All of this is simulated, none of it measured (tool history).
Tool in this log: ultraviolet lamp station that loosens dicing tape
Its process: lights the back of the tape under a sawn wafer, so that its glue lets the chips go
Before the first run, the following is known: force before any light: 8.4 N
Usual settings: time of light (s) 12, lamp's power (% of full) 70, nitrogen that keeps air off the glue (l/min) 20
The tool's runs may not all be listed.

run,day,time of light (s),lamp's power (% of full),nitrogen that keeps air off the glue (l/min),force that peels the tape off (N),light that reached the tape (J/m2)
1,0,12,70,20,1.491,4060
2,0.233,12,70,20,1.474,4080
3,0.517,12,70,19,1.57,4120
4,0.921,12,70,20,1.547,3980
5,1.325,12,70,20,1.442,4000
6,1.583,12,70,20,1.467,4020
7,1.783,12,70,20,1.488,3980
8,2.067,12,70,20,1.554,3990
9,2.379,14,70,20,1.173,4660
10,2.646,14,70,20,1.146,4670
11,2.871,9,70,23,2.192,2970
12,3.067,12,95,32,0.644,5440
13,3.371,12,95,32,0.638,5440
14,3.608,9,72,16,2.433,3050
15,3.879,12,98,19,0.867,5580
16,4.192,12,70,20,1.531,3920
17,4.554,17,66,10,1.496,5260

Predict the results of run 18:
18,4.946,12,70,7,?,?

{"run 18": {"force that peels the tape off (N)": 2.604, "light that reached the tape (J/m2)": 3930}}
Without the tool's hidden state the same run would have given force that peels the tape off (N) 2.34, light that reached the tape (J/m2) 4310.
